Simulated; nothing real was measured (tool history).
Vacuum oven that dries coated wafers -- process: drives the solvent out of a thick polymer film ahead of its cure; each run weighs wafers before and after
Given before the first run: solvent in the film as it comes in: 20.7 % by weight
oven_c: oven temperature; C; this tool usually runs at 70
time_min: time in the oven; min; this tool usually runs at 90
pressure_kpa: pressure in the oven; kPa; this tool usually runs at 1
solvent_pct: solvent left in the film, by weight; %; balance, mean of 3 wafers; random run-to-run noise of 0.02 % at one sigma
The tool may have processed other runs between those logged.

run	hour	oven_c	time_min	pressure_kpa	solvent_pct
1	0	70	90	1	2.53
2	8.8	70	90	1	2.58
3	15.2	70	90	1	2.55
4	23.8	65	90	1	4.38
# hour 26.8: oven's thermocouples calibrated
5	34.1	65	90	1	4.81
6	44.9	65	90	1	4.89
7	51.2	65	90	1	4.87
8	59	65	90	1	4.87
9	69.2	65	90	1	4.88
10	79.7	65	90	1	4.86
11	88.1	65	90	1	4.83
12	96.5	70	90	1	2.9
13	107.6	70	90	1	2.94
14	113.9	55	90	1	10.24
15	119.4	55	90	1	10.11
16	126.1	55	90	1	10.24
17	135.5	66	90	1	4.39
18	146.2	66	90	1.84	5.8
19	155.1	66	77	1.84	6.46
20	166.2	66	77	1.84	6.48
21	177.9	70	117	1	2.3
22	188.1	70	117	1	2.3
23	197.9	70	90	0.96	2.84
24	210.1	70	90	0.96	2.85
25	221.4	70	90	1.48	3.65
26	231.8	70	90	1.22	3.25
27	238	84	90	0.53	0.59
28	247.1	82	90	1.21	1.34
29	255.1	82	54	1.21	1.57
30	267.2	71	90	1	2.64
31	274	59	77	1.82	10.25
32	284.2	76	99	1.29	1.9
33	296.5	70	123	1	2.22
34	306.7	62	141	2.86	8.19
35	317	62	78	0.65	6.45
36	323.9	62	90	1.38	7.05
37	332.2	62	90	1.38	7.05
38	343.3	64	93	0.69	4.63
39	350.2	64	93	0.69	4.61
40	357.8	56	143	0.69	6.53
41	367.1	85	61	0.64	0.76
42	372.7	85	61	1.66	1.62
43	379.6	79	66	0.65	1.17
44	385.9	79	66	0.65	1.14
45	396.1	81	144	0.52	0.67
46	407.6	84	103	2.32	2.23

Forecast each of these 4 alternatives for the next run:
A	417	70	49	3.02	?
B	417	76	90	2.06	?
C	417	55	47	2.32	?
D	417	70	86	1	?

run	solvent_pct
A	8.02
B	2.96
C	14.92
D	3
Take away the tool's hidden state, keep each run's random variation, and the runs would have read:
run	solvent_pct
A	7.9
B	2.82
C	14.78
D	2.84
